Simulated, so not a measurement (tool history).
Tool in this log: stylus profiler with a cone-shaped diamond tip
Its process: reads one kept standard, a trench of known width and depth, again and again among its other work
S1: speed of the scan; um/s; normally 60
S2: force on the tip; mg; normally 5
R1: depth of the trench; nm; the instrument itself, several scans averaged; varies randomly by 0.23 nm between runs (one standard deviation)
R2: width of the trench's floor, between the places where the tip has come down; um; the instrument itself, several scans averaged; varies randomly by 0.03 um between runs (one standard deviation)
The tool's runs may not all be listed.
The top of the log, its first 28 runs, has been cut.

{"run": 29, "day": 13.121, "S1": 76, "S2": 9.06, "R1": 1015.74, "R2": 23.38}
{"run": 30, "day": 13.779, "S1": 16, "S2": 10.46, "R1": 1017.75, "R2": 23.55}
{"run": 31, "day": 14.288, "S1": 66, "S2": 1.67, "R1": 1005.14, "R2": 23.09}
{"run": 32, "day": 14.796, "S1": 66, "S2": 1.67, "R1": 1005.74, "R2": 23.07}
{"run": 33, "day": 15.433, "S1": 121, "S2": 7.11, "R1": 1013.62, "R2": 23.14}
{"run": 34, "day": 16.012, "S1": 158, "S2": 2.49, "R1": 1007.48, "R2": 22.59}
{"run": 35, "day": 16.667, "S1": 93, "S2": 4.31, "R1": 1010.12, "R2": 23.1}
{"run": 36, "day": 17.154, "S1": 21, "S2": 13.57, "R1": 1020.58, "R2": 23.44}
{"run": 37, "day": 17.788, "S1": 83, "S2": 2.02, "R1": 1006.6, "R2": 22.93}

Consider 4 possible next runs. They are alternatives, not a sequence: every one starts from the tool as it was left by run 37. What does each give?
{"run": "A", "day": 18.346, "S1": 60, "S2": 9.02, "R1": "?", "R2": "?"}
{"run": "B", "day": 18.346, "S1": 15, "S2": 3.24, "R1": "?", "R2": "?"}
{"run": "C", "day": 18.346, "S1": 127, "S2": 8.91, "R1": "?", "R2": "?"}
{"run": "D", "day": 18.346, "S1": 82, "S2": 9.56, "R1": "?", "R2": "?"}

run=A R1=1016.11 R2=23.35
run=B R1=1008.8 R2=23.46
run=C R1=1015.66 R2=23.11
run=D R1=1016.61 R2=23.26
Without the tool's unlogged condition, the same runs would have read:
run=A R1=1015.12 R2=23.83
run=B R1=1007.82 R2=23.94
run=C R1=1014.67 R2=23.59
run=D R1=1015.61 R2=23.74

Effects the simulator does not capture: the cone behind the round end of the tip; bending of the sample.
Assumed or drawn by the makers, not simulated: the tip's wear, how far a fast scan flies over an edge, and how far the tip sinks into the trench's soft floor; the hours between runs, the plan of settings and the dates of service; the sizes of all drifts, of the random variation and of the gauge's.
